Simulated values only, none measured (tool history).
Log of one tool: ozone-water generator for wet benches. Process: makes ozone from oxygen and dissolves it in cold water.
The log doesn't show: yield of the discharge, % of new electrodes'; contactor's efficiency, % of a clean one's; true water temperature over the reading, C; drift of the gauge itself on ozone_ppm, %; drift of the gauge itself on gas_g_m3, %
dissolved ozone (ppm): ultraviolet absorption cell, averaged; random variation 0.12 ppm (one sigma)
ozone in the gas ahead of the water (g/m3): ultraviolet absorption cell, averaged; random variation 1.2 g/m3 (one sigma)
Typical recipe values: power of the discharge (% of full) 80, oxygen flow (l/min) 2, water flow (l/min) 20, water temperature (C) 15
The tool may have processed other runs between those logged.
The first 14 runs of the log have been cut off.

run    hour  power of the discharge (% of full)  oxygen flow (l/min)  water flow (l/min)  water temperature (C)  hours of work since the electrodes were changed  hours of work since the contactor was cleaned  hours of work since the thermometer was calibrated  dissolved ozone (ppm)  ozone in the gas ahead of the water (g/m3)
 15   798.5                                  80                    2                  20                     15                                             3840                                           1766                                                2660                   10.5                                       226.1
 16   847.3                                  80                    2                  20                     15                                             3886                                           1811                                                2706                   10.7                                       223.3
 17   914.6                                  81                 1.04                  20                     15                                             3949                                           1875                                                2769                    8.9                                       321.9
 18     970                                  60                  1.5                  20                     20                                             4001                                           1927                                                2821                    7.8                                       213.7
 19  1007.6                                  60                  1.5                  18                     20                                             4037                                           1962                                                2856                    8.8                                       219.1
     1070.9  -- gauge calibrated
 20  1089.3                                  59                 2.15                  31                     20                                             4113                                           2038                                                2933                    4.9                                       169.9
 21  1155.3                                  48                 1.46                  29                     10                                             4175                                           2100                                                2995                    4.4                                       182.8
 22  1197.9                                  80                    2                  20                      9                                             4215                                           2140                                                3035                   11.1                                       218.9
 23  1254.1                                  80                    2                  20                      9                                             4268                                           2193                                                3088                   11.1                                       222.2

Run 24 is up next; what results do you expect?
 24  1312.3                                  80                 1.01                  20                     12                                             4323                                           2248                                                3142                      ?                                           ?

dissolved ozone (ppm): 8.6
ozone in the gas ahead of the water (g/m3): 320.9
Were there no unlogged condition in the tool, this run, its random variation unchanged, would have produced dissolved ozone (ppm) 8.6, ozone in the gas ahead of the water (g/m3) 319.
